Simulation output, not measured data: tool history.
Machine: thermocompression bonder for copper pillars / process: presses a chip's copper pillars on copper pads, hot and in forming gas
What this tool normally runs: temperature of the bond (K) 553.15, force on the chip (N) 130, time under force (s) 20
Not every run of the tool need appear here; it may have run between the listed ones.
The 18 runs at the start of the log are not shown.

run   hour  temperature of the bond (K)  force on the chip (N)  time under force (s)  force that shears a chip off (N)
 19  128.1                       553.15                    186                    20                              68.6
 20  135.1                       553.15                    186                    20                              68.8
 21  142.3                       524.15                    173                    20                              47.4
 22  149.4                       524.15                    173                    20                              47.2
 23  158.7                       532.15                    112                    19                              37.2
 24  163.9                       577.15                    142                    17                              68.4
 25  173.4                       577.15                    142                    17                              68.8
 26  181.2                       577.15                    142                    17                              69.3
 27  185.6                       541.15                    103                    41                              52.5
 28  191.6                       541.15                    103                    41                              52.5
 29  197.0                       539.15                    130                    20                              45.8
 30  201.3                       582.15                    185                    46                             101.7
 31  205.3                       582.15                    187                    15                              79.9
 32  213.7                       559.15                    186                    15                              65.8
 33  218.7                       556.15                     82                    34                              49.9
 34  223.4                       533.15                    109                    20                              37.3
 35  228.3                       570.15                    130                    19                              62.8

Each row is a separate what-if for the run after 35, all from the same tool condition, not one after another. Results?
  A  237.7                       530.15                    130                    30                                 ?
  B  237.7                       533.15                    116                    19                                 ?
  C  237.7                       549.15                    153                    16                                 ?
  D  237.7                       543.15                    104                    43                                 ?

run  force that shears a chip off (N)
  A                              47.9
  B                              38.4
  C                              53.1
  D                              55.0
Take away the tool's hidden state, keep each run's random variation, and the runs would have read:
run  force that shears a chip off (N)
  A                              49.2
  B                              39.4
  C                              54.8
  D                              56.8

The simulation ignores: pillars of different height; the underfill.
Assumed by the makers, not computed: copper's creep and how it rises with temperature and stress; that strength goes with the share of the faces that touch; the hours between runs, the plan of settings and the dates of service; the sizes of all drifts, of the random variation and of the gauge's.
